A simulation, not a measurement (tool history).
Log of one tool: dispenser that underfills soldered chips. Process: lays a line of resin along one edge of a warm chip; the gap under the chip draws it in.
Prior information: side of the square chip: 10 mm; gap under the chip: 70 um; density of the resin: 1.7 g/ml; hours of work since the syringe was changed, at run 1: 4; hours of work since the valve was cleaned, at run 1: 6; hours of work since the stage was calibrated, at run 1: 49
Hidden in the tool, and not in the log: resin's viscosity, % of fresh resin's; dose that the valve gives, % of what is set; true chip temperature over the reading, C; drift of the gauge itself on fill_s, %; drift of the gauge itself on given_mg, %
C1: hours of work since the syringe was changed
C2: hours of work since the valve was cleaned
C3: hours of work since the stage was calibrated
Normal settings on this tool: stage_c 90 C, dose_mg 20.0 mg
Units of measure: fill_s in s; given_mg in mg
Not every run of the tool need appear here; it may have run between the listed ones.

Run 1, hour 0.0: usual settings; C1 4; C2 6; C3 49. Result: fill_s 41.0 s, given_mg 19.86 mg.
Run 2, hour 3.9: usual settings; C1 7; C2 9; C3 51. Result: fill_s 48.4 s, given_mg 19.79 mg.
At hour 7.7: new syringe of resin.
Run 3, hour 9.3: usual settings; C1 1; C2 12; C3 55. Result: fill_s 33.2 s, given_mg 19.73 mg.
Run 4, hour 12.5: usual settings; C1 3; C2 14; C3 57. Result: fill_s 38.7 s, given_mg 19.67 mg.
Run 5, hour 16.1: usual settings; C1 6; C2 17; C3 59. Result: fill_s 46.0 s, given_mg 19.69 mg.
Run 6, hour 19.7: usual settings but dose_mg 17.7 mg; C1 8; C2 19; C3 62. Result: fill_s 54.7 s, given_mg 17.34 mg.
At hour 21.4: new syringe of resin.
Run 7, hour 23.9: usual settings but stage_c 85 C, dose_mg 24.8 mg; C1 2; C2 22; C3 64. Result: fill_s 38.7 s, given_mg 24.20 mg.
Run 8, hour 27.6: usual settings but stage_c 104 C, dose_mg 20.4 mg; C1 4; C2 24; C3 67. Result: fill_s 27.4 s, given_mg 19.91 mg.
Run 9, hour 32.7: usual settings but stage_c 104 C, dose_mg 20.4 mg; C1 7; C2 28; C3 70. Result: fill_s 34.3 s, given_mg 19.72 mg.
At hour 35.1: new syringe of resin.
Run 10, hour 35.9: usual settings but stage_c 94 C, dose_mg 20.5 mg; C1 1; C2 30; C3 72. Result: fill_s 28.5 s, given_mg 19.92 mg.
Run 11, hour 38.7: usual settings but stage_c 85 C, dose_mg 19.1 mg; C1 2; C2 32; C3 74. Result: fill_s 42.2 s, given_mg 18.40 mg.

Below, some changes in fill_s between adjacent runs. For each, the amount present without the hidden state too (settings, incoming material, random variation) and the amount remaining for the hidden state with gauge scatter not shared by both compared results:
Run 6 -> 7: stage_c 90 -> 85, dose_mg 17.7 -> 24.8, new syringe of resin. fill_s -16.0 s: hidden state -19.6, all else +3.6.
